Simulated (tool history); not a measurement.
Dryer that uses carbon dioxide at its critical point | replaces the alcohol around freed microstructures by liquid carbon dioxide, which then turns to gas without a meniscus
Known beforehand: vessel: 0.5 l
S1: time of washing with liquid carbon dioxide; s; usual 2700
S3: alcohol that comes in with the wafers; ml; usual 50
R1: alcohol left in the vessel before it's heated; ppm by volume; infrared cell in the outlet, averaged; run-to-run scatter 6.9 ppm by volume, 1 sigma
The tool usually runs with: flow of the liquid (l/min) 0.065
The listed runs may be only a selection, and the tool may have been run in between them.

run 1 hour=0 | S1=2700 flow_of_the_liquid_(l/min)=0.065 S3=50 | R1=377
run 2 hour=17.3 | S1=2700 flow_of_the_liquid_(l/min)=0.065 S3=71 | R1=554
run 3 hour=30.6 | S1=2700 flow_of_the_liquid_(l/min)=0.065 S3=22 | R1=200
run 4 hour=46.9 | S1=2700 flow_of_the_liquid_(l/min)=0.065 S3=22 | R1=216
run 5 hour=55.3 | S1=2700 flow_of_the_liquid_(l/min)=0.065 S3=22 | R1=209
run 6 hour=68.9 | S1=2700 flow_of_the_liquid_(l/min)=0.065 S3=22 | R1=220
run 7 hour=80.9 | S1=2700 flow_of_the_liquid_(l/min)=0.065 S3=22 | R1=226
run 8 hour=92.1 | S1=2700 flow_of_the_liquid_(l/min)=0.065 S3=22 | R1=225
run 9 hour=106.2 | S1=2700 flow_of_the_liquid_(l/min)=0.065 S3=22 | R1=242
run 10 hour=121.4 | S1=2700 flow_of_the_liquid_(l/min)=0.065 S3=64 | R1=653
run 11 hour=138.7 | S1=1800 flow_of_the_liquid_(l/min)=0.065 S3=50 | R1=3007
run 12 hour=152.8 | S1=2700 flow_of_the_liquid_(l/min)=0.065 S3=25 | R1=294
run 13 hour=164.9 | S1=2700 flow_of_the_liquid_(l/min)=0.065 S3=25 | R1=301
run 14 hour=173.4 | S1=2700 flow_of_the_liquid_(l/min)=0.0725 S3=50 | R1=342
run 15 hour=183.6 | S1=2700 flow_of_the_liquid_(l/min)=0.065 S3=40 | R1=479
run 16 hour=194.6 | S1=2700 flow_of_the_liquid_(l/min)=0.065 S3=40 | R1=492
run 17 hour=208.3 | S1=2700 flow_of_the_liquid_(l/min)=0.065 S3=40 | R1=514
run 18 hour=216.6 | S1=2700 flow_of_the_liquid_(l/min)=0.065 S3=40 | R1=525
run 19 hour=232 | S1=2700 flow_of_the_liquid_(l/min)=0.065 S3=35 | R1=467
run 20 hour=244.3 | S1=2700 flow_of_the_liquid_(l/min)=0.065 S3=35 | R1=479
run 21 hour=257.1 | S1=2700 flow_of_the_liquid_(l/min)=0.065 S3=50 | R1=697
run 22 hour=270 | S1=2700 flow_of_the_liquid_(l/min)=0.065 S3=50 | R1=738
run 23 hour=286.6 | S1=2700 flow_of_the_liquid_(l/min)=0.065 S3=50 | R1=750
run 24 hour=294.4 | S1=2700 flow_of_the_liquid_(l/min)=0.0478 S3=105 | R1=5594
run 25 hour=304.8 | S1=2700 flow_of_the_liquid_(l/min)=0.093 S3=77 | R1=187
run 26 hour=312.2 | S1=3060 flow_of_the_liquid_(l/min)=0.1037 S3=77 | R1=72
run 27 hour=323.6 | S1=3060 flow_of_the_liquid_(l/min)=0.1037 S3=77 | R1=58
run 28 hour=339.7 | S1=4080 flow_of_the_liquid_(l/min)=0.1037 S3=31 | R1=40
-- hour=350.7 inlet filter changed
run 29 hour=356.5 | S1=2700 flow_of_the_liquid_(l/min)=0.065 S3=33 | R1=246
run 30 hour=370.1 | S1=2700 flow_of_the_liquid_(l/min)=0.065 S3=33 | R1=258
run 31 hour=378.9 | S1=1680 flow_of_the_liquid_(l/min)=0.065 S3=55 | R1=3212

What does the tool deliver on the next run?
run 32 hour=388.8 | S1=1680 flow_of_the_liquid_(l/min)=0.065 S3=55 | R1=?

R1: 3298 ppm by volume
The same run, on a tool lacking any hidden state, would have yielded R1 3077 ppm by volume.
